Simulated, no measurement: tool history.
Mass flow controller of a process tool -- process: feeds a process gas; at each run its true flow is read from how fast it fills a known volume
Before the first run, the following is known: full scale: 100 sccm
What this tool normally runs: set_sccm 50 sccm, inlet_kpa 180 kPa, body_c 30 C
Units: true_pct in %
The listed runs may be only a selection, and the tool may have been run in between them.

run     hour  set_sccm  inlet_kpa  body_c  true_pct
  1      0.0        50        180      30    100.26
  2    495.6        94        180      30    100.46
  3    748.6        94        180      30    100.27
  4   1247.3        81        180      30    100.21
  5   1725.8        50        180      30     99.98
  6   2024.4        50        180      30     99.83
  7   2328.5        50        252      30     99.29
  8   2561.1        50        180      30     99.75
  9   2809.4        50        180      23     99.27
 10   3071.9        50        180      23     99.08
 11   3568.7        50        180      23     99.18
 12   4059.1        50        180      23     99.00
 13   4614.3        50        180      23     98.87
 14   4860.3        50        180      23     98.83
 15   5395.4        17        165      36     99.54
 16   5952.0        17        165      36     99.51
 17   6207.4        11        252      30     98.50
 18   6473.9        11        252      30     98.35
 19   6875.5        11        252      30     98.35
 20   7186.6        16        207      39     99.23
 21   7729.9        16        173      39     99.22
 22   8138.5        20        259      30     98.04
 23   8618.2        20        259      30     97.93
 24   9120.0        20        259      30     98.02
 25   9675.0        50        196      28     98.35
 26  10040.4        67        243      29     97.97
     10481.8  -- gauge calibrated
 27  10565.5        50        159      23     99.83
 28  10927.5        50        159      23     99.82

Here are 4 independent what-if runs from the current tool condition. What would each one return?
  A  11406.2        10        147      23         ?
  B  11406.2        50        147      30         ?
  C  11406.2        50        180      31         ?
  D  11406.2        13        193      30         ?

run  true_pct
  A     99.67
  B    100.27
  C    100.14
  D     99.92
Had the tool no hidden state, the same runs would have come out as:
run  true_pct
  A     99.82
  B    100.45
  C    100.31
  D    100.08

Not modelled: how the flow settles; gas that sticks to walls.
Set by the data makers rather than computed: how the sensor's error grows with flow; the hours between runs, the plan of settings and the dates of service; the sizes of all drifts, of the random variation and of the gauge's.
